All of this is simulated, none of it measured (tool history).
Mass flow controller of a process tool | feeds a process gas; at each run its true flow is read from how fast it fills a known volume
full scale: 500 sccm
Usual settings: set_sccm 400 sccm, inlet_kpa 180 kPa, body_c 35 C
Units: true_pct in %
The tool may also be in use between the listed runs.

run	hour	set_sccm	inlet_kpa	body_c	true_pct
1	0	400	180	35	100.78
2	218.5	400	140	35	100.72
3	451.8	400	140	35	100.75
4	610.4	400	180	38	101.01
5	750.4	400	180	38	101.04
6	887.1	400	180	22	99.63
7	1075.7	400	180	22	99.48
8	1245.7	400	180	22	99.53
9	1344.1	400	180	22	99.51
10	1460.9	400	180	35	100.83
11	1595.6	400	180	35	100.67
12	1728.7	400	180	35	100.66
13	1941.6	400	180	35	100.69
14	2081.8	387	180	35	100.59
15	2293.8	400	155	35	100.73
16	2468.5	400	204	22	99.51
17	2642.3	400	204	35	100.68
18	2774.9	400	204	35	100.59
19	2892.1	152	180	35	100.08
20	3020.2	400	160	24	99.84
21	3226.8	106	180	35	100.11
22	3383.8	106	180	35	100.06
23	3583.4	157	211	22	98.93
24	3719.6	229	180	35	100.33
25	3860.8	229	180	35	100.39

Forecast each of these 5 alternatives for the next run:
A	4093.6	400	140	40	?
B	4093.6	299	180	40	?
C	4093.6	400	243	29	?
D	4093.6	137	215	24	?
E	4093.6	400	243	35	?

run	true_pct
A	101.26
B	101.04
C	100.03
D	99.08
E	100.52
Without the tool's hidden state the same runs would have given:
run	true_pct
A	101.26
B	101.04
C	100.03
D	99.09
E	100.52
